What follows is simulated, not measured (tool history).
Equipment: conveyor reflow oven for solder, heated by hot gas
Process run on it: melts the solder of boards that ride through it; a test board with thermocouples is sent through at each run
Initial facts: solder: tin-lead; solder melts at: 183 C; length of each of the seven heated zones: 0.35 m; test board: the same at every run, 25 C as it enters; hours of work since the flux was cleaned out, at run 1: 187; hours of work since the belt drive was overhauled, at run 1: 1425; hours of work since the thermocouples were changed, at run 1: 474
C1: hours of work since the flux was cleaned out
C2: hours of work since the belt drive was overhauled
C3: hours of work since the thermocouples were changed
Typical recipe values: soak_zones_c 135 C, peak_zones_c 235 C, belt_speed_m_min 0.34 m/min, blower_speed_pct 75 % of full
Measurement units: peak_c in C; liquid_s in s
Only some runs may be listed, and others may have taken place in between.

run 1 hour=0 | soak_zones_c=135 peak_zones_c=235 belt_speed_m_min=0.34 blower_speed_pct=75 | C1=187 C2=1425 C3=474 | peak_c=219.4 liquid_s=96.8
run 2 hour=43.4 | soak_zones_c=135 peak_zones_c=235 belt_speed_m_min=0.34 blower_speed_pct=75 | C1=216 C2=1454 C3=503 | peak_c=217.8 liquid_s=96.2
-- hour=77.7 belt drive overhauled, speed set with a stopwatch
run 3 hour=77.7 | soak_zones_c=135 peak_zones_c=235 belt_speed_m_min=0.34 blower_speed_pct=75 | C1=236 C2=0 C3=523 | peak_c=217.7 liquid_s=90.5
run 4 hour=134.9 | soak_zones_c=135 peak_zones_c=235 belt_speed_m_min=0.34 blower_speed_pct=75 | C1=274 C2=38 C3=561 | peak_c=216.2 liquid_s=90.6
run 5 hour=196.4 | soak_zones_c=135 peak_zones_c=226 belt_speed_m_min=0.34 blower_speed_pct=75 | C1=315 C2=79 C3=602 | peak_c=208.7 liquid_s=78.8
run 6 hour=237.8 | soak_zones_c=135 peak_zones_c=235 belt_speed_m_min=0.34 blower_speed_pct=75 | C1=343 C2=107 C3=629 | peak_c=215.5 liquid_s=88.7
-- hour=271.7 flux residue cleaned out of gas plates and filters
run 7 hour=310.9 | soak_zones_c=135 peak_zones_c=235 belt_speed_m_min=0.34 blower_speed_pct=75 | C1=26 C2=152 C3=675 | peak_c=213.7 liquid_s=86
run 8 hour=374.4 | soak_zones_c=135 peak_zones_c=235 belt_speed_m_min=0.34 blower_speed_pct=75 | C1=68 C2=194 C3=717 | peak_c=214.8 liquid_s=85.9
run 9 hour=443.2 | soak_zones_c=135 peak_zones_c=235 belt_speed_m_min=0.34 blower_speed_pct=75 | C1=114 C2=240 C3=763 | peak_c=213.3 liquid_s=86.3
run 10 hour=506.5 | soak_zones_c=135 peak_zones_c=235 belt_speed_m_min=0.34 blower_speed_pct=75 | C1=156 C2=282 C3=805 | peak_c=212.6 liquid_s=85.6
-- hour=528 flux residue cleaned out of gas plates and filters, once more
run 11 hour=551.3 | soak_zones_c=135 peak_zones_c=235 belt_speed_m_min=0.34 blower_speed_pct=75 | C1=16 C2=308 C3=831 | peak_c=217.2 liquid_s=92.3
run 12 hour=589.4 | soak_zones_c=135 peak_zones_c=235 belt_speed_m_min=0.366 blower_speed_pct=75 | C1=41 C2=334 C3=857 | peak_c=215.6 liquid_s=83.2
run 13 hour=631 | soak_zones_c=135 peak_zones_c=235 belt_speed_m_min=0.366 blower_speed_pct=75 | C1=69 C2=361 C3=884 | peak_c=214.9 liquid_s=83.7
run 14 hour=665.1 | soak_zones_c=135 peak_zones_c=235 belt_speed_m_min=0.34 blower_speed_pct=75 | C1=91 C2=384 C3=907 | peak_c=218.2 liquid_s=91.9
run 15 hour=699.6 | soak_zones_c=135 peak_zones_c=235 belt_speed_m_min=0.34 blower_speed_pct=75 | C1=114 C2=407 C3=930 | peak_c=216.8 liquid_s=92.1
run 16 hour=756.1 | soak_zones_c=133 peak_zones_c=235 belt_speed_m_min=0.382 blower_speed_pct=75 | C1=152 C2=445 C3=967 | peak_c=212.3 liquid_s=75.3
run 17 hour=823.1 | soak_zones_c=149 peak_zones_c=235 belt_speed_m_min=0.34 blower_speed_pct=75 | C1=196 C2=489 C3=1012 | peak_c=218.7 liquid_s=103.5
run 18 hour=878.8 | soak_zones_c=149 peak_zones_c=235 belt_speed_m_min=0.34 blower_speed_pct=75 | C1=233 C2=526 C3=1049 | peak_c=218.7 liquid_s=101.8
run 19 hour=928.3 | soak_zones_c=135 peak_zones_c=247 belt_speed_m_min=0.356 blower_speed_pct=75 | C1=266 C2=559 C3=1082 | peak_c=225.4 liquid_s=96.2
run 20 hour=962.6 | soak_zones_c=135 peak_zones_c=247 belt_speed_m_min=0.356 blower_speed_pct=75 | C1=289 C2=582 C3=1105 | peak_c=224.9 liquid_s=95.7
run 21 hour=1006.9 | soak_zones_c=149 peak_zones_c=247 belt_speed_m_min=0.356 blower_speed_pct=75 | C1=319 C2=612 C3=1134 | peak_c=227.1 liquid_s=106
-- hour=1062.6 thermocouples of zones 6 and 7 changed
-- hour=1076 flux residue cleaned out of gas plates and filters
run 22 hour=1078.3 | soak_zones_c=149 peak_zones_c=247 belt_speed_m_min=0.356 blower_speed_pct=75 | C1=2 C2=654 C3=7 | peak_c=231.6 liquid_s=110.3
run 23 hour=1138.1 | soak_zones_c=123 peak_zones_c=235 belt_speed_m_min=0.356 blower_speed_pct=75 | C1=41 C2=694 C3=47 | peak_c=217.9 liquid_s=81.3
run 24 hour=1179.6 | soak_zones_c=123 peak_zones_c=233 belt_speed_m_min=0.334 blower_speed_pct=75 | C1=69 C2=722 C3=74 | peak_c=216.5 liquid_s=88
run 25 hour=1226.3 | soak_zones_c=123 peak_zones_c=233 belt_speed_m_min=0.334 blower_speed_pct=75 | C1=100 C2=753 C3=106 | peak_c=216.2 liquid_s=88.2
run 26 hour=1262.2 | soak_zones_c=137 peak_zones_c=236 belt_speed_m_min=0.34 blower_speed_pct=72 | C1=124 C2=777 C3=129 | peak_c=220.2 liquid_s=97.8
run 27 hour=1295.6 | soak_zones_c=144 peak_zones_c=224 belt_speed_m_min=0.398 blower_speed_pct=67 | C1=146 C2=799 C3=152 | peak_c=204.6 liquid_s=66.4
run 28 hour=1333 | soak_zones_c=127 peak_zones_c=247 belt_speed_m_min=0.281 blower_speed_pct=75 | C1=171 C2=824 C3=177 | peak_c=234.5 liquid_s=131.2
run 29 hour=1377.2 | soak_zones_c=127 peak_zones_c=247 belt_speed_m_min=0.281 blower_speed_pct=75 | C1=200 C2=853 C3=206 | peak_c=234.3 liquid_s=129.8

Forecast each of these 4 alternatives for the next run:
run A hour=1434.2 | soak_zones_c=142 peak_zones_c=239 belt_speed_m_min=0.34 blower_speed_pct=80 | C1=238 C2=891 C3=244 | peak_c=? liquid_s=?
run B hour=1434.2 | soak_zones_c=131 peak_zones_c=247 belt_speed_m_min=0.299 blower_speed_pct=75 | C1=238 C2=891 C3=244 | peak_c=? liquid_s=?
run C hour=1434.2 | soak_zones_c=135 peak_zones_c=240 belt_speed_m_min=0.34 blower_speed_pct=75 | C1=238 C2=891 C3=244 | peak_c=? liquid_s=?
run D hour=1434.2 | soak_zones_c=127 peak_zones_c=242 belt_speed_m_min=0.281 blower_speed_pct=84 | C1=238 C2=891 C3=244 | peak_c=? liquid_s=?

run=A peak_c=223.7 liquid_s=106.1
run=B peak_c=232.1 liquid_s=123.1
run=C peak_c=223.3 liquid_s=100.2
run=D peak_c=230.7 liquid_s=126
Had the tool no hidden state, the same runs would have come out as:
run=A peak_c=225 liquid_s=104.8
run=B peak_c=233.3 liquid_s=121.2
run=C peak_c=224.5 liquid_s=99.1
run=D peak_c=232 liquid_s=124.1

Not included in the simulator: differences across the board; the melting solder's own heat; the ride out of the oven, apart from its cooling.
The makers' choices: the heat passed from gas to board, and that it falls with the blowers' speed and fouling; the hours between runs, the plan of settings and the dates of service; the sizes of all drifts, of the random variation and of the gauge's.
